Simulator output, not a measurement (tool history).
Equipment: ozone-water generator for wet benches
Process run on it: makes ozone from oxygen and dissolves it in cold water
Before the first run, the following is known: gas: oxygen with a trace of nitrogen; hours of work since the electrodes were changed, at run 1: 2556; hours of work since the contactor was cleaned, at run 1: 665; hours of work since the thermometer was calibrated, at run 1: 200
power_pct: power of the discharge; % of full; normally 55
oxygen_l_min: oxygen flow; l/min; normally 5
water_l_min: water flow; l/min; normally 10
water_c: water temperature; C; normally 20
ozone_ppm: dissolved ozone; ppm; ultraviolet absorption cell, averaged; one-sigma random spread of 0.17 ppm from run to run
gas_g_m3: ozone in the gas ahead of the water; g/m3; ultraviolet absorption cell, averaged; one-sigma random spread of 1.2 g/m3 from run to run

run,hour,power_pct,oxygen_l_min,water_l_min,water_c,hours of work since the electrodes were changed,hours of work since the contactor was cleaned,hours of work since the thermometer was calibrated,ozone_ppm,gas_g_m3
1,0,55,5,10,20,2556,665,200,21.6,208.2
2,78.7,55,5,10,20,2619,729,263,21.7,207.8
3,150.5,55,5,10,20,2677,786,321,21.9,206.9
4,209.8,55,5,10,20,2725,834,369,21.5,209
5,298.3,55,5,10,20,2796,905,440,21.6,209.3
6,388.7,55,5,10,20,2868,978,512,21.6,207.1
7,442.9,55,5,10,20,2912,1022,556,21.6,206.6
8,498,55,5,10,20,2957,1066,601,21.3,206.2
9,589.8,55,3.12,10,20,3030,1140,674,22.5,268.9
10,655.1,55,5,10,20,3083,1193,727,21.3,206.2
11,744.3,55,5,10,20,3155,1264,799,21.1,205.6
12,835,55,5,10,20,3228,1338,872,21.2,205.4
13,889.8,55,5,10,26,3272,1382,916,18.6,206.2
14,963.2,55,5,10,26,3331,1441,975,18.8,205
15,1028.3,55,5,10,26,3384,1493,1028,18.5,204.5
16,1089.4,55,5,10,26,3433,1542,1077,18.5,201.2
17,1135.9,55,5,10,26,3470,1580,1114,18.6,205.2
18,1190.8,90,6.25,10,20,3514,1624,1158,26.4,236
19,1248.9,90,6.25,10,20,3561,1671,1205,26.2,235.3
20,1327.5,90,6.25,13,21,3624,1734,1268,21.5,234.8
21,1383.1,55,5,8,17,3669,1779,1313,25.4,201.5
22,1440,55,5,9,20,3715,1825,1359,22,202.9
23,1486.2,55,3.28,16,20,3752,1862,1396,14.9,255.2
# hour 1496.1: contactor cleaned
24,1531.6,55,3.28,16,20,3785,29,1429,15,256

Run 25 is up next; what results do you expect?
25,1614.1,55,6.11,8,26,3852,95,1496,?,?

ozone_ppm: 19 ppm
gas_g_m3: 180.7 g/m3
Were there no unlogged condition in the tool, this run, its random variation unchanged, would have produced ozone_ppm 21.6 ppm, gas_g_m3 197.3 g/m3.
